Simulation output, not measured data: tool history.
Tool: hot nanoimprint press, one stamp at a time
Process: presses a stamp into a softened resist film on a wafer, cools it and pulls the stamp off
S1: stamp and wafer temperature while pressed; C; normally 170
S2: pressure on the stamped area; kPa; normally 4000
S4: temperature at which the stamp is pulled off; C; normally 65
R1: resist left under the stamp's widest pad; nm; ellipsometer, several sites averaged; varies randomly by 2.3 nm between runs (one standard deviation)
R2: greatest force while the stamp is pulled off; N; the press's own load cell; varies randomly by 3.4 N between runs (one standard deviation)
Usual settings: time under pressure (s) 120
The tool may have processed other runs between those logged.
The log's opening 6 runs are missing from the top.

{"run": 7, "hour": 88.2, "S1": 170, "S2": 2670, "time under pressure (s)": 120, "S4": 65, "R1": 471.4, "R2": 227}
{"run": 8, "hour": 100.1, "S1": 170, "S2": 2670, "time under pressure (s)": 120, "S4": 65, "R1": 471.2, "R2": 226}
{"hour": 126.9, "done": "plate thermocouple calibrated"}
{"run": 9, "hour": 128.4, "S1": 170, "S2": 2670, "time under pressure (s)": 120, "S4": 65, "R1": 429.7, "R2": 231}
{"run": 10, "hour": 141.2, "S1": 162, "S2": 4000, "time under pressure (s)": 120, "S4": 65, "R1": 513.4, "R2": 233}
{"run": 11, "hour": 153.2, "S1": 162, "S2": 4000, "time under pressure (s)": 120, "S4": 65, "R1": 518.4, "R2": 232}
{"run": 12, "hour": 173.4, "S1": 162, "S2": 4000, "time under pressure (s)": 120, "S4": 65, "R1": 515.2, "R2": 242}
{"hour": 195.6, "done": "stamp cleaned and given a new release coat"}
{"run": 13, "hour": 198.1, "S1": 162, "S2": 3410, "time under pressure (s)": 120, "S4": 65, "R1": 541.8, "R2": 164}
{"run": 14, "hour": 210.7, "S1": 170, "S2": 4000, "time under pressure (s)": 120, "S4": 65, "R1": 374.9, "R2": 168}
{"run": 15, "hour": 233.9, "S1": 170, "S2": 4000, "time under pressure (s)": 120, "S4": 65, "R1": 376.8, "R2": 172}
{"run": 16, "hour": 255.9, "S1": 170, "S2": 5430, "time under pressure (s)": 182, "S4": 56, "R1": 284.6, "R2": 192}
{"run": 17, "hour": 277.4, "S1": 170, "S2": 2720, "time under pressure (s)": 63, "S4": 71, "R1": 520.8, "R2": 174}
{"run": 18, "hour": 300.7, "S1": 170, "S2": 4900, "time under pressure (s)": 71, "S4": 53, "R1": 422.0, "R2": 206}
{"run": 19, "hour": 325.0, "S1": 167, "S2": 4900, "time under pressure (s)": 76, "S4": 63, "R1": 461.7, "R2": 198}
{"run": 20, "hour": 349.4, "S1": 168, "S2": 4050, "time under pressure (s)": 76, "S4": 63, "R1": 474.6, "R2": 200}
{"run": 21, "hour": 369.2, "S1": 175, "S2": 4000, "time under pressure (s)": 120, "S4": 54, "R1": 303.2, "R2": 221}
{"run": 22, "hour": 384.6, "S1": 164, "S2": 4700, "time under pressure (s)": 95, "S4": 69, "R1": 496.9, "R2": 184}
{"run": 23, "hour": 401.5, "S1": 174, "S2": 5180, "time under pressure (s)": 95, "S4": 63, "R1": 311.1, "R2": 208}
{"run": 24, "hour": 422.1, "S1": 174, "S2": 5180, "time under pressure (s)": 95, "S4": 63, "R1": 311.5, "R2": 208}
{"run": 25, "hour": 448.6, "S1": 174, "S2": 5180, "time under pressure (s)": 95, "S4": 63, "R1": 314.9, "R2": 219}
{"run": 26, "hour": 465.2, "S1": 163, "S2": 4000, "time under pressure (s)": 120, "S4": 65, "R1": 512.1, "R2": 212}
{"run": 27, "hour": 483.0, "S1": 163, "S2": 4000, "time under pressure (s)": 120, "S4": 65, "R1": 513.7, "R2": 217}
{"run": 28, "hour": 507.3, "S1": 170, "S2": 5210, "time under pressure (s)": 147, "S4": 64, "R1": 328.5, "R2": 224}
{"run": 29, "hour": 533.0, "S1": 170, "S2": 5210, "time under pressure (s)": 147, "S4": 73, "R1": 328.2, "R2": 218}
{"run": 30, "hour": 544.6, "S1": 171, "S2": 5210, "time under pressure (s)": 147, "S4": 58, "R1": 311.7, "R2": 255}

Here are 4 independent what-if runs from the current tool condition. What would each one return?
{"run": "A", "hour": 556.1, "S1": 171, "S2": 2870, "time under pressure (s)": 147, "S4": 60, "R1": "?", "R2": "?"}
{"run": "B", "hour": 556.1, "S1": 169, "S2": 5210, "time under pressure (s)": 200, "S4": 52, "R1": "?", "R2": "?"}
{"run": "C", "hour": 556.1, "S1": 171, "S2": 5210, "time under pressure (s)": 147, "S4": 60, "R1": "?", "R2": "?"}
{"run": "D", "hour": 556.1, "S1": 170, "S2": 4850, "time under pressure (s)": 175, "S4": 65, "R1": "?", "R2": "?"}

run=A R1=394.3 R2=243
run=B R1=309.0 R2=252
run=C R1=314.0 R2=235
run=D R1=323.5 R2=234
With the hidden condition removed and each run's random variation left untouched, the same runs would have given:
run=A R1=372.1 R2=173
run=B R1=286.6 R2=179
run=C R1=291.8 R2=167
run=D R1=300.8 R2=166
